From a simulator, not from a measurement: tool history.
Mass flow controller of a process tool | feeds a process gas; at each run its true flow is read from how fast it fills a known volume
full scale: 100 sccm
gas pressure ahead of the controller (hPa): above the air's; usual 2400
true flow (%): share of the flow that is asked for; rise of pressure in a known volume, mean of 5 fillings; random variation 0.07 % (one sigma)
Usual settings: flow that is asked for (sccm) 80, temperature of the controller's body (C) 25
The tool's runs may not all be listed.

run	hour	flow that is asked for (sccm)	gas pressure ahead of the controller (hPa)	temperature of the controller's body (C)	true flow (%)
1	0	80	2400	25	98.41
2	161.9	80	2400	25	98.44
3	358.2	80	2400	25	98.36
4	580.4	80	2540	25	98.15
5	812.8	80	2540	25	98.06
6	963.6	80	2540	25	98.12
7	1197.3	80	2540	25	97.8
8	1387	80	2540	25	97.94
9	1619	80	2540	25	97.92
10	1741.8	80	2540	25	97.85
11	1968.2	58	2400	25	97.34
12	2157.5	89	2400	25	98.04
13	2318	89	2400	25	97.99
14	2481.3	89	2400	25	97.89
15	2717.2	71	1470	25	98.14
16	2832.2	71	1930	20	98.04
17	2958	71	1930	20	97.9
18	3113.8	43	2400	32	95.98
19	3253.6	34	1490	34	96.18
20	3371.9	16	1450	34	94.2
21	3505.9	17	1710	33	94.22
22	3613.4	17	1710	24	94.61
23	3720.5	17	1710	31	94.19
24	3848.1	17	1710	31	93.88
25	4088.7	29	2400	28	95

Forecast each of these 4 alternatives for the next run:
A	4226.1	51	2090	37	?
B	4226.1	14	1740	31	?
C	4226.1	19	1880	30	?
D	4226.1	36	2130	28	?

run	true flow (%)
A	95.79
B	92.72
C	93.82
D	95.55
Without the tool's hidden state the same runs would have given:
run	true flow (%)
A	98.29
B	98.24
C	98.24
D	98.53

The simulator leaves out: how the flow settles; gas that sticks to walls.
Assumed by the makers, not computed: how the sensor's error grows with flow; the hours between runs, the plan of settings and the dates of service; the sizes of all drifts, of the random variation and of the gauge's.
